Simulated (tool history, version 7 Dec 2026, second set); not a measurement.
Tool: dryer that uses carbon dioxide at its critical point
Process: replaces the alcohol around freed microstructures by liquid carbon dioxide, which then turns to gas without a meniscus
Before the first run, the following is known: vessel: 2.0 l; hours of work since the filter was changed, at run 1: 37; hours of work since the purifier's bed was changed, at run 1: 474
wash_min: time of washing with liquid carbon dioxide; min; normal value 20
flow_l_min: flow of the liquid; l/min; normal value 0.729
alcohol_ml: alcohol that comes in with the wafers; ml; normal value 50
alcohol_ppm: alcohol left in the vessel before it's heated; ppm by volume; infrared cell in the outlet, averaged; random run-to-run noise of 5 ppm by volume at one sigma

run,day,wash_min,flow_l_min,alcohol_ml,hours of work since the filter was changed,hours of work since the purifier's bed was changed,alcohol_ppm
1,0.000,20,0.729,50,37,474,95
2,0.554,20,0.729,50,43,480,100
3,1.625,20,0.729,50,55,492,111
4,2.500,20,0.729,50,64,502,102
5,3.383,20,0.729,50,74,511,106
6,4.521,20,0.729,50,87,524,114
7,5.700,19,0.729,50,100,537,120
8,6.267,20,0.729,50,106,544,107
9,7.367,20,0.729,50,119,556,112
10,8.546,20,0.729,50,132,569,113
11,9.088,20,0.729,50,138,575,112
12,9.675,23,0.729,50,144,582,90
13,10.342,30,0.729,50,152,589,77

Run 14, settings as shown, results not yet in. Your forecast:
14,10.975,30,0.729,50,159,596,?

alcohol_ppm: 79 ppm by volume
On a tool with no hidden condition, and with the same random variation, this run would have come out at alcohol_ppm 3 ppm by volume.
